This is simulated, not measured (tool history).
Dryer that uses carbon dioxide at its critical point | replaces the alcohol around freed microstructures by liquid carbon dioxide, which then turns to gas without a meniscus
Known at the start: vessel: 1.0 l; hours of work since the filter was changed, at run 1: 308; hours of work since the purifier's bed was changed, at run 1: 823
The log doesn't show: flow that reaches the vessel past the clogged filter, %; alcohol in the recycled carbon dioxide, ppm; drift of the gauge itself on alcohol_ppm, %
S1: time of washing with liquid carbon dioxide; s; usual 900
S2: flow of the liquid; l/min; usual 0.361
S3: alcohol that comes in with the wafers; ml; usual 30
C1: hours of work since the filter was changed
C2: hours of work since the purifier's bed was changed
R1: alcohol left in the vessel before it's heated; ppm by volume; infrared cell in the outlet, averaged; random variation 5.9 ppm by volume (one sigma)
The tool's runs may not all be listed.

run,day,S1,S2,S3,C1,C2,R1
1,0.000,900,0.361,30,308,823,472
2,1.275,900,0.361,30,330,845,460
3,3.129,900,0.361,30,362,877,464
4,5.100,660,0.361,30,396,911,1284
5,6.500,660,0.361,30,420,935,1344
6,7.867,900,0.361,30,444,958,535
7,9.025,900,0.361,30,463,978,557
8,10.200,900,0.361,30,484,999,540
9,11.367,900,0.361,30,504,1019,569
10,12.775,840,0.520,40,528,1043,282
11,14.458,840,0.257,40,557,1072,2727
# day 14.696: inlet filter changed
12,15.721,840,0.257,40,18,1093,1719
13,17.204,600,0.257,70,43,1118,7198
14,18.150,600,0.257,70,59,1134,7183
15,19.750,600,0.436,29,87,1162,747
16,21.017,1080,0.271,32,109,1184,622

4 ways to go on from here, each from the tool as it stands after run 16. What would each give?
A,21.975,900,0.271,32,125,1200,?
B,21.975,900,0.471,30,125,1200,?
C,21.975,720,0.361,30,125,1200,?
D,21.975,900,0.458,52,125,1200,?

run,R1
A,1101
B,241
C,857
D,296
Without the tool's hidden state the same runs would have given:
run,R1
A,807
B,54
C,587
D,93
